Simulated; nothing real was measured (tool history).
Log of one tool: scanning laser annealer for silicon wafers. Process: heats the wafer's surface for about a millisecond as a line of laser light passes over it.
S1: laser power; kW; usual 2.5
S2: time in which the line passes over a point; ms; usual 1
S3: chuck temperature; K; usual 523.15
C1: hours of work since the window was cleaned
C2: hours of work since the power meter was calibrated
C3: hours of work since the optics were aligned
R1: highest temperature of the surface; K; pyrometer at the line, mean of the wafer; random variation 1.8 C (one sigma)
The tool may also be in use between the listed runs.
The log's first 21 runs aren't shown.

{"run": 22, "day": 13.508, "S1": 2.5, "S2": 1, "S3": 548.15, "C1": 45, "C2": 519, "C3": 799, "R1": 1295.15}
{"run": 23, "day": 14.225, "S1": 2.5, "S2": 1, "S3": 548.15, "C1": 54, "C2": 527, "C3": 808, "R1": 1294.15}
{"run": 24, "day": 14.929, "S1": 2.5, "S2": 1, "S3": 548.15, "C1": 63, "C2": 536, "C3": 816, "R1": 1295.15}
{"run": 25, "day": 15.462, "S1": 2.5, "S2": 1, "S3": 548.15, "C1": 69, "C2": 542, "C3": 823, "R1": 1295.15}
{"run": 26, "day": 15.85, "S1": 2.325, "S2": 1, "S3": 531.15, "C1": 74, "C2": 547, "C3": 827, "R1": 1217.15}
{"run": 27, "day": 16.712, "S1": 2.537, "S2": 1.24, "S3": 552.15, "C1": 84, "C2": 557, "C3": 838, "R1": 1403.15}
{"run": 28, "day": 17.454, "S1": 2.537, "S2": 1.24, "S3": 552.15, "C1": 93, "C2": 566, "C3": 847, "R1": 1404.15}
{"run": 29, "day": 17.812, "S1": 2.306, "S2": 0.88, "S3": 510.15, "C1": 97, "C2": 570, "C3": 851, "R1": 1140.15}
{"run": 30, "day": 18.483, "S1": 2.638, "S2": 1.12, "S3": 541.15, "C1": 105, "C2": 579, "C3": 859, "R1": 1385.15}
{"run": 31, "day": 19.042, "S1": 2.606, "S2": 1.04, "S3": 551.15, "C1": 112, "C2": 585, "C3": 866, "R1": 1353.15}
{"run": 32, "day": 19.496, "S1": 2.635, "S2": 1, "S3": 496.15, "C1": 117, "C2": 591, "C3": 871, "R1": 1291.15}
{"run": 33, "day": 20.354, "S1": 2.5, "S2": 0.92, "S3": 518.15, "C1": 128, "C2": 601, "C3": 882, "R1": 1234.15}
{"run": 34, "day": 20.812, "S1": 2.46, "S2": 1, "S3": 523.15, "C1": 133, "C2": 607, "C3": 887, "R1": 1252.15}
{"run": 35, "day": 21.571, "S1": 2.38, "S2": 1.14, "S3": 542.15, "C1": 142, "C2": 616, "C3": 896, "R1": 1293.15}
{"run": 36, "day": 22.012, "S1": 2.38, "S2": 1.14, "S3": 542.15, "C1": 148, "C2": 621, "C3": 901, "R1": 1294.15}
{"run": 37, "day": 22.388, "S1": 2.543, "S2": 0.84, "S3": 486.15, "C1": 152, "C2": 626, "C3": 906, "R1": 1176.15}
{"run": 38, "day": 22.904, "S1": 2.543, "S2": 0.84, "S3": 486.15, "C1": 158, "C2": 632, "C3": 912, "R1": 1177.15}
{"run": 39, "day": 23.738, "S1": 2.169, "S2": 1, "S3": 523.15, "C1": 168, "C2": 642, "C3": 922, "R1": 1149.15}
{"run": 40, "day": 24.417, "S1": 2.621, "S2": 1, "S3": 512.15, "C1": 177, "C2": 650, "C3": 930, "R1": 1297.15}
{"run": 41, "day": 25.15, "S1": 2.5, "S2": 0.71, "S3": 491.15, "C1": 185, "C2": 659, "C3": 939, "R1": 1108.15}

3 ways to go on from here, each from the tool as it stands after run 41. What would each give?
{"run": "A", "day": 25.875, "S1": 2.5, "S2": 1, "S3": 484.15, "C1": 194, "C2": 667, "C3": 948, "R1": "?"}
{"run": "B", "day": 25.875, "S1": 2.519, "S2": 0.93, "S3": 491.15, "C1": 194, "C2": 667, "C3": 948, "R1": "?"}
{"run": "C", "day": 25.875, "S1": 2.5, "S2": 1.06, "S3": 532.15, "C1": 194, "C2": 667, "C3": 948, "R1": "?"}

run=A R1=1227.15
run=B R1=1211.15
run=C R1=1297.15
Without the tool's hidden state the same runs would have given:
run=A R1=1244.15
run=B R1=1228.15
run=C R1=1315.15
